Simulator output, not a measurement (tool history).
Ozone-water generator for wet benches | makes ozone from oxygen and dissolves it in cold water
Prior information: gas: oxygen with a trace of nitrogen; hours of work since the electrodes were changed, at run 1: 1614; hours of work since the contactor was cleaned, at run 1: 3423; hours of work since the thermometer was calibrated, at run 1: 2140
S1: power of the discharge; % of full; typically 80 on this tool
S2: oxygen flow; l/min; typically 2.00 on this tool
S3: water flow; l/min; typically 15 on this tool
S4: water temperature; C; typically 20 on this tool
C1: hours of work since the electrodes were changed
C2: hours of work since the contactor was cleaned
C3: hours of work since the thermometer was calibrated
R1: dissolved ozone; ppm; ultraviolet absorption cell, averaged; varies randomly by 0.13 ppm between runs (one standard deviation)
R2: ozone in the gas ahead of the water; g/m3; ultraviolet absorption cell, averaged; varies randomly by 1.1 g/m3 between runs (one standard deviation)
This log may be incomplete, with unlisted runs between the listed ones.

Run 1, day 0.000: usual settings; C1 1614; C2 3423; C3 2140. Result: R1 13.5 ppm, R2 196.7 g/m3.
Run 2, day 1.933: usual settings but S2 3.40 l/min; C1 1651; C2 3460; C3 2177. Result: R1 15.6 ppm, R2 163.8 g/m3.
Run 3, day 3.046: usual settings but S2 3.40 l/min; C1 1672; C2 3481; C3 2198. Result: R1 15.4 ppm, R2 161.1 g/m3.
Run 4, day 4.792: usual settings but S2 3.40 l/min; C1 1706; C2 3515; C3 2232. Result: R1 15.6 ppm, R2 164.2 g/m3.
Run 5, day 6.767: usual settings but S2 3.40 l/min; C1 1744; C2 3553; C3 2270. Result: R1 15.6 ppm, R2 162.0 g/m3.
Run 6, day 9.312: usual settings but S2 3.40 l/min; C1 1793; C2 3602; C3 2319. Result: R1 15.5 ppm, R2 162.8 g/m3.
Run 7, day 10.383: usual settings; C1 1813; C2 3622; C3 2340. Result: R1 13.3 ppm, R2 196.9 g/m3.
Run 8, day 12.183: usual settings but S2 2.48 l/min; C1 1848; C2 3657; C3 2374. Result: R1 14.2 ppm, R2 181.1 g/m3.
Run 9, day 14.767: usual settings but S2 1.58 l/min; C1 1898; C2 3707; C3 2424. Result: R1 12.1 ppm, R2 212.9 g/m3.
Run 10, day 16.388: usual settings but S2 3.28 l/min; C1 1929; C2 3738; C3 2455. Result: R1 15.4 ppm, R2 166.4 g/m3.
Run 11, day 18.421: usual settings but S2 3.28 l/min; C1 1968; C2 3777; C3 2494. Result: R1 15.5 ppm, R2 165.4 g/m3.
Run 12, day 19.988: usual settings but S2 3.28 l/min; C1 1998; C2 3807; C3 2524. Result: R1 15.2 ppm, R2 165.2 g/m3.
Run 13, day 21.133: usual settings but S2 3.28 l/min; C1 2020; C2 3829; C3 2546. Result: R1 15.5 ppm, R2 166.2 g/m3.
Run 14, day 22.692: usual settings but S2 3.28 l/min; C1 2050; C2 3859; C3 2576. Result: R1 15.3 ppm, R2 167.0 g/m3.
Run 15, day 24.817: usual settings but S2 3.28 l/min; C1 2091; C2 3900; C3 2617. Result: R1 15.3 ppm, R2 167.6 g/m3.
Run 16, day 25.971: usual settings but S2 3.28 l/min; C1 2113; C2 3922; C3 2639. Result: R1 15.4 ppm, R2 166.3 g/m3.
Run 17, day 27.142: usual settings but S2 3.28 l/min; C1 2136; C2 3945; C3 2662. Result: R1 15.2 ppm, R2 165.0 g/m3.
Run 18, day 28.579: usual settings but S2 3.28 l/min; C1 2163; C2 3972; C3 2690. Result: R1 15.4 ppm, R2 165.9 g/m3.
Run 19, day 30.088: usual settings but S2 1.49 l/min, S3 12 l/min, S4 22 C; C1 2192; C2 4001; C3 2718. Result: R1 14.8 ppm, R2 220.7 g/m3.
Run 20, day 31.229: usual settings but S1 88 % of full, S2 2.47 l/min, S3 23 l/min, S4 21 C; C1 2214; C2 4023; C3 2741. Result: R1 9.8 ppm, R2 197.1 g/m3.
Run 21, day 32.479: usual settings but S1 88 % of full, S2 2.47 l/min, S3 23 l/min, S4 21 C; C1 2238; C2 4047; C3 2764. Result: R1 9.6 ppm, R2 197.5 g/m3.
Run 22, day 34.188: usual settings but S1 88 % of full, S2 2.47 l/min, S3 23 l/min, S4 21 C; C1 2271; C2 4080; C3 2797. Result: R1 9.5 ppm, R2 196.4 g/m3.
Run 23, day 36.654: usual settings but S1 88 % of full, S2 2.47 l/min, S3 23 l/min, S4 21 C; C1 2318; C2 4128; C3 2845. Result: R1 9.7 ppm, R2 197.6 g/m3.
Run 24, day 38.075: usual settings but S1 88 % of full, S2 1.95 l/min, S3 23 l/min, S4 13 C; C1 2346; C2 4155; C3 2872. Result: R1 9.2 ppm, R2 214.4 g/m3.
Run 25, day 39.779: usual settings but S1 88 % of full, S2 1.95 l/min, S3 23 l/min, S4 13 C; C1 2379; C2 4188; C3 2905. Result: R1 9.2 ppm, R2 216.3 g/m3.
Run 26, day 40.892: usual settings but S1 52 % of full, S4 14 C; C1 2400; C2 4209; C3 2926. Result: R1 10.6 ppm, R2 149.8 g/m3.
Run 27, day 42.396: usual settings but S1 57 % of full, S2 1.60 l/min, S3 14 l/min, S4 27 C; C1 2429; C2 4238; C3 2955. Result: R1 10.0 ppm, R2 171.7 g/m3.
Run 28, day 44.592: usual settings but S2 1.01 l/min; C1 2471; C2 4280; C3 2997. Result: R1 10.2 ppm, R2 254.7 g/m3.
Run 29, day 46.429: usual settings but S3 10 l/min, S4 27 C; C1 2506; C2 4316; C3 3033. Result: R1 17.4 ppm, R2 199.4 g/m3.
Run 30, day 47.892: usual settings but S3 11 l/min, S4 21 C; C1 2535; C2 4344; C3 3061. Result: R1 17.3 ppm, R2 198.2 g/m3.
Run 31, day 50.438: usual settings but S1 47 % of full; C1 2584; C2 4393; C3 3110. Result: R1 9.4 ppm, R2 139.4 g/m3.
Run 32, day 52.912: usual settings but S2 2.42 l/min, S4 19 C; C1 2631; C2 4440; C3 3157. Result: R1 14.4 ppm, R2 187.6 g/m3.

Selected run-to-run steps in R2, each split into two signed amounts: the part the tool would show with no hidden state at all (from settings, incoming material and random variation), and the remainder, which goes to the hidden state together with any gauge scatter not common to the measured and the hidden-state-free results:
Hidden conditions of the tool in this case: yield of the discharge, % of new electrodes'; contactor's efficiency, % of a clean one's; true water temperature over the reading, C; drift of the gauge itself on ozone_ppm, %; drift of the gauge itself on gas_g_m3, %.
Run 25 -> 26: S1 88 -> 52, S2 1.95 -> 2.00, S3 23 -> 15, S4 13 -> 14. R2 -66.5 g/m3: hidden state -0.9, all else -65.6.
Run 27 -> 28: S1 57 -> 80, S2 1.60 -> 1.01, S3 14 -> 15, S4 27 -> 20. R2 +83.0 g/m3: hidden state +1.7, all else +81.3.
Run 30 -> 31: S1 80 -> 47, S3 11 -> 15, S4 21 -> 20. R2 -58.8 g/m3: hidden state -1.0, all else -57.8.
Run 31 -> 32: S1 47 -> 80, S2 2.00 -> 2.42, S4 20 -> 19. R2 +48.2 g/m3: hidden state +1.2, all else +47.0.

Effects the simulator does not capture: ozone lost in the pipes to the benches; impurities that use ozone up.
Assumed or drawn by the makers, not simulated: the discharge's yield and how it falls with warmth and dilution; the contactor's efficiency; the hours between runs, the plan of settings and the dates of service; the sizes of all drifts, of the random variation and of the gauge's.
